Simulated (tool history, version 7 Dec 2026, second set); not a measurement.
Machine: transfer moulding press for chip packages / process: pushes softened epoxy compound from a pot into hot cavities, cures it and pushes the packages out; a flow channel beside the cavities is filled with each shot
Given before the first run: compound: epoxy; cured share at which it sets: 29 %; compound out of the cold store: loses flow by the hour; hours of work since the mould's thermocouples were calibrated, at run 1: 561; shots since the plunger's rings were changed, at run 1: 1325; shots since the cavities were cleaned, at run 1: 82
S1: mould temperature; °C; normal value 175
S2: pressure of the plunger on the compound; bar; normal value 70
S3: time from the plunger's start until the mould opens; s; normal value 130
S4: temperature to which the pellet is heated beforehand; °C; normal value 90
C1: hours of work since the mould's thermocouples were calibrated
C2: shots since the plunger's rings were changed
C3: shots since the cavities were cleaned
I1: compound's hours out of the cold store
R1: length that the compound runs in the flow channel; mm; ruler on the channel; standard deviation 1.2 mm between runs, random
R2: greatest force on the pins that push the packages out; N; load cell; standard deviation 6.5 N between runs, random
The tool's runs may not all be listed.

Run 1, day 0: usual settings; C1 561; C2 1325; C3 82; I1 34.2. Result: R1 591 mm, R2 294 N.
Run 2, day 1.021: usual settings; C1 573; C2 1500; C3 257; I1 33.9. Result: R1 592 mm, R2 352 N.
At day 2.538: cavities cleaned with cleaning compound and waxed.
Run 3, day 2.583: usual settings; C1 590; C2 1756; C3 9; I1 41.3. Result: R1 563 mm, R2 477 N.
Run 4, day 3.546: usual settings; C1 601; C2 1920; C3 173; I1 18.9. Result: R1 646 mm, R2 492 N.
Run 5, day 4.542: usual settings; C1 613; C2 2090; C3 343; I1 44.9. Result: R1 548 mm, R2 502 N.
At day 5.517: cavities cleaned with cleaning compound and waxed.
Run 6, day 6.479: usual settings but S3 142 s; C1 635; C2 2410; C3 165; I1 44. Result: R1 547 mm, R2 310 N.
Run 7, day 8.088: usual settings but S3 142 s; C1 653; C2 2684; C3 439; I1 12.7. Result: R1 661 mm, R2 385 N.
At day 8.488: plunger's sealing rings changed.
At day 8.729: cavities cleaned with cleaning compound and waxed.
Run 8, day 10.354: usual settings but S3 142 s; C1 678; C2 308; C3 277; I1 27.3. Result: R1 628 mm, R2 349 N.
At day 11.792: cavities cleaned with cleaning compound and waxed.
At day 12.042: cavities cleaned with cleaning compound and waxed, once more.
Run 9, day 12.662: usual settings but S3 142 s; C1 703; C2 681; C3 106; I1 14.1. Result: R1 676 mm, R2 297 N.
Run 10, day 14.004: usual settings but S3 142 s; C1 719; C2 910; C3 335; I1 34. Result: R1 599 mm, R2 361 N.
At day 15.2: cavities cleaned with cleaning compound and waxed.
Run 11, day 15.267: usual settings but S1 178 °C; C1 733; C2 1115; C3 12; I1 30. Result: R1 606 mm, R2 254 N.
Run 12, day 17.3: usual settings but S2 53.5 bar; C1 757; C2 1462; C3 359; I1 25.5. Result: R1 545 mm, R2 388 N.
At day 18.192: cavities cleaned with cleaning compound and waxed.
Run 13, day 19.133: usual settings; C1 777; C2 1764; C3 160; I1 12. Result: R1 675 mm, R2 323 N.
Run 14, day 21.054: usual settings; C1 800; C2 2092; C3 488; I1 19.4. Result: R1 642 mm, R2 412 N.
At day 21.321: cavities cleaned with cleaning compound and waxed.
Run 15, day 22.392: usual settings but S2 74 bar; C1 815; C2 2310; C3 183; I1 12.3. Result: R1 689 mm, R2 340 N.
Run 16, day 23.471: usual settings but S1 171 °C, S3 156 s, S4 83 °C; C1 827; C2 2494; C3 367; I1 32.6. Result: R1 599 mm, R2 392 N.
At day 24.508: cavities cleaned with cleaning compound and waxed.
Run 17, day 24.612: usual settings but S1 171 °C, S2 58.2 bar, S3 137 s, S4 99 °C; C1 840; C2 2679; C3 18; I1 25.7. Result: R1 565 mm, R2 270 N.
At day 25.079: plunger's sealing rings changed.
At day 26.783: mould's thermocouples calibrated.
Run 18, day 26.95: usual settings but S1 174 °C, S2 52 bar, S3 137 s; C1 2; C2 306; C3 385; I1 22.3. Result: R1 561 mm, R2 392 N.
At day 27.821: cavities cleaned with cleaning compound and waxed.
Run 19, day 28.471: usual settings but S1 174 °C, S2 52 bar, S3 137 s; C1 19; C2 555; C3 112; I1 12.5. Result: R1 593 mm, R2 313 N.
Run 20, day 29.529: usual settings but S2 55.2 bar; C1 31; C2 735; C3 292; I1 33.3. Result: R1 534 mm, R2 364 N.
At day 30.842: cavities cleaned with cleaning compound and waxed.
Run 21, day 31.212: usual settings but S2 84.6 bar, S4 94 °C; C1 50; C2 1011; C3 62; I1 14.3. Result: R1 744 mm, R2 285 N.
Run 22, day 32.467: usual settings but S1 168 °C, S3 133 s; C1 65; C2 1226; C3 277; I1 26.1. Result: R1 644 mm, R2 534 N.
At day 33.862: cavities cleaned with cleaning compound and waxed.
Run 23, day 34.108: usual settings but S1 183 °C; C1 83; C2 1495; C3 42; I1 33.1. Result: R1 581 mm, R2 266 N.
Run 24, day 35.396: usual settings but S1 177 °C, S4 81 °C; C1 98; C2 1715; C3 262; I1 12. Result: R1 674 mm, R2 355 N.
At day 36.879: cavities cleaned with cleaning compound and waxed.
Run 25, day 37.804: usual settings but S1 179 °C, S2 64 bar, S4 81 °C; C1 126; C2 2116; C3 158; I1 9.9. Result: R1 647 mm, R2 303 N.
Run 26, day 39.638: usual settings but S1 179 °C, S2 67.3 bar, S3 145 s, S4 81 °C; C1 147; C2 2429; C3 471; I1 27.4. Result: R1 591 mm, R2 366 N.
At day 40.042: cavities cleaned with cleaning compound and waxed.
Run 27, day 41.217: usual settings but S1 179 °C, S2 67.3 bar, S3 145 s, S4 81 °C; C1 165; C2 2688; C3 201; I1 27.5. Result: R1 587 mm, R2 296 N.
At day 41.492: plunger's sealing rings changed.
Run 28, day 42.371: usual settings but S1 173 °C, S2 55.1 bar, S4 98 °C; C1 177; C2 150; C3 380; I1 31. Result: R1 549 mm, R2 417 N.

For some of the steps in R1 from one run to the next: how much would appear even if the tool had no hidden state, given the settings, what came in and random variation, and how much remains for the hidden state plus any gauge scatter that the measured result and the result without hidden state don't share?
Hidden state present: true mould temperature over the reading, C; pressure that reaches the compound, % of what is set; grip of the stained cavities, % over clean ones'; drift of the gauge itself on flow_mm, %; drift of the gauge itself on push_out_n, %.
Run 7 -> 8: plunger's sealing rings changed, cavities cleaned with cleaning compound and waxed. R1 -33 mm: hidden state +25, all else -58.
Run 12 -> 13: S2 53.5 -> 70, cavities cleaned with cleaning compound and waxed. R1 +130 mm: hidden state -6, all else +136.
Run 17 -> 18: S1 171 -> 174, S2 58.2 -> 52, S4 99 -> 90, plunger's sealing rings changed, mould's thermocouples calibrated. R1 -4 mm: hidden state +21, all else -25.
Run 20 -> 21: S2 55.2 -> 84.6, S4 90 -> 94, cavities cleaned with cleaning compound and waxed. R1 +210 mm: hidden state -5, all else +215.
